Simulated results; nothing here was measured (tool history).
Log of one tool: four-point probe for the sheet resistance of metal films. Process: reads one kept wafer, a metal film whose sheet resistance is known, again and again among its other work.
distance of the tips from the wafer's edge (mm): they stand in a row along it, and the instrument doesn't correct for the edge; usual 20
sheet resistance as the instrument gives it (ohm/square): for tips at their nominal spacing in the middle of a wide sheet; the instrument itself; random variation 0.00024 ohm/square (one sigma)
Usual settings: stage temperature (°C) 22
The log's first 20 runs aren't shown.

run   hour  stage temperature (°C)  distance of the tips from the wafer's edge (mm)  touches since the probe head was changed  hours of work since the stage's thermometer was calibrated  sheet resistance as the instrument gives it (ohm/square)
 21  400.8                      22                                                6                                     65648                                                          77                                                  1.204466
 22  418.6                      19                                                5                                     66192                                                          88                                                  1.212682
 23  442.9                      19                                                5                                     66937                                                         104                                                  1.212504
       457  -- stage's thermometer calibrated, once more
 24  457.8                      18                                               14                                     67378                                                           1                                                   1.19235
 25  476.5                      30                                                9                                     67950                                                          12                                                  1.193408
 26  506.4                      35                                                4                                     68864                                                          31                                                  1.222595
 27  529.4                      30                                               20                                     69569                                                          46                                                   1.18744
 28  559.5                      28                                                4                                     70490                                                          65                                                  1.224709
 29    584                      32                                               20                                     71240                                                          80                                                  1.186898
 30  607.5                      20                                                6                                     71957                                                          95                                                  1.206473

The next listed run, before its measurement:
 31  620.7                      23                                                6                                     72363                                                         104                                                         ?

{"run 31": {"sheet resistance as the instrument gives it (ohm/square)": 1.20589}}
Without the tool's hidden state the same run would have given sheet resistance as the instrument gives it (ohm/square) 1.195489.
